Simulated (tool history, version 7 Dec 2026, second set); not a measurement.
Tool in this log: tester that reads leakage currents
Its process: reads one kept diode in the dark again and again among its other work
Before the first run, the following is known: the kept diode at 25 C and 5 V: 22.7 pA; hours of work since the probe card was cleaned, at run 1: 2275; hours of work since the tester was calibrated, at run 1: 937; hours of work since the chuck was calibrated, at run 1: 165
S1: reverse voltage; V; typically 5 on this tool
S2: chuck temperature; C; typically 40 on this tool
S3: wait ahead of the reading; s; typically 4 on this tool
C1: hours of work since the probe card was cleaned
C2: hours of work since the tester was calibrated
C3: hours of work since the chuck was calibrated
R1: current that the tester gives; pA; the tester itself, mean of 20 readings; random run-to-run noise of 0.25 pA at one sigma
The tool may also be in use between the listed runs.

run   hour     S1  S2    S3    C1    C2   C3      R1
  1      0      5  40     4  2275   937  165   90.59
  2     29      5  40     4  2292   954  181   90.88
  3   80.2    4.7  40     4  2321   983  210   87.69
  4  106.5      5  40  3.88  2336   998  225   90.73
  5  157.6      5  40  3.88  2365  1026  254   90.35
  6  184.3      5  59     4  2380  1042  269  362.79
  7  224.5      5  40     4  2403  1064  292   90.49
  8  259.8      5  40     4  2423  1085  312   90.35
     302.3  -- probe card cleaned and baked
  9  308.2      5  40     4     3  1110  338   80.57
 10    357      5  48     4    31  1138  366  152.63
 11  402.2      5  48     4    57  1164  391  151.95
 12  456.8      5  40  3.23    88  1195  422   80.01
 13    503  19.56  40   3.7   114  1221  449  149.38
 14  543.6   1.02  47     4   137  1244  472   67.96
 15  568.4   3.75  48     4   151  1258  486  132.54
 16  608.6   3.75  48     4   174  1281  508  132.33
 17  631.7  14.77  53  1.65   187  1294  522  364.53
 18  678.1  10.58  22  0.71   213  1320  548   26.68
 19  726.6   3.18  49  8.43   241  1348  575  131.74
 20  768.5   2.79  40  3.05   265  1371  599   60.68
 21  806.5  12.75  40  3.05   286  1393  621  122.29
 22  843.9  12.75  40  3.05   307  1414  642  122.29
 23  889.5  12.75  40  3.05   333  1440  668  122.18

Describe how what the log doesn't record of the tool's condition differs between the last listed run preceding each entry between runs and the first listed run following it.
Runs 8 to 9: probe card cleaned and baked (hour 302.3)
  stray current of the dirty probe card, pA a volt: 1.986 -> 0.028; current scale over the true one, %: 0.17 -> 0.18; true chuck temperature over the reading, C: -0.43 -> -0.46
  measured minus no-state result, R1: +7.11 -> -2.92 pA
